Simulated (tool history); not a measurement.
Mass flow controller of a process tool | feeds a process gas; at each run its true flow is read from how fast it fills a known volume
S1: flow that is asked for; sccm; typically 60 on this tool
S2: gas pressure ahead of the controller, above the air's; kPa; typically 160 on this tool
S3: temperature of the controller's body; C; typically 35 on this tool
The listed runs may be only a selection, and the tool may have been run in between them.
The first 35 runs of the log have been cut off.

Run 36, day 578.296: usual settings but S2 221 kPa, S3 39 C. Result: true flow (%) 98.21.
Run 37, day 592.950: usual settings but S2 173 kPa. Result: true flow (%) 98.30.
Run 38, day 606.938: usual settings but S2 173 kPa, S3 28 C. Result: true flow (%) 97.75.
At day 610.192: controller's zero set anew.
Run 39, day 622.196: usual settings but S1 25 sccm, S2 255 kPa, S3 22 C. Result: true flow (%) 96.63.
Run 40, day 639.354: usual settings but S1 117 sccm, S2 148 kPa, S3 22 C. Result: true flow (%) 98.68.
Run 41, day 656.554: usual settings but S1 117 sccm, S2 148 kPa, S3 22 C. Result: true flow (%) 98.83.
At day 664.329: controller exchanged for a calibrated one.
Run 42, day 676.250: usual settings but S3 23 C. Result: true flow (%) 97.60.
Run 43, day 699.654: usual settings but S3 23 C. Result: true flow (%) 97.68.
Run 44, day 713.783: usual settings but S1 84 sccm, S2 183 kPa, S3 40 C. Result: true flow (%) 98.81.
Run 45, day 733.208: usual settings but S1 187 sccm, S3 21 C. Result: true flow (%) 99.66.
Run 46, day 756.525: usual settings but S1 22 sccm, S2 206 kPa, S3 28 C. Result: true flow (%) 97.05.
Run 47, day 779.212: usual settings but S1 21 sccm, S2 240 kPa, S3 36 C. Result: true flow (%) 97.28.

What does the tool deliver on the next run?
Run 48, day 789.271: usual settings but S1 21 sccm, S2 240 kPa, S3 36 C. Result: true flow (%) ?.

{"run 48": {"true flow (%)": 97.16}}
On a tool with no hidden condition, and with the same random variation, this run would have come out at true flow (%) 97.17.
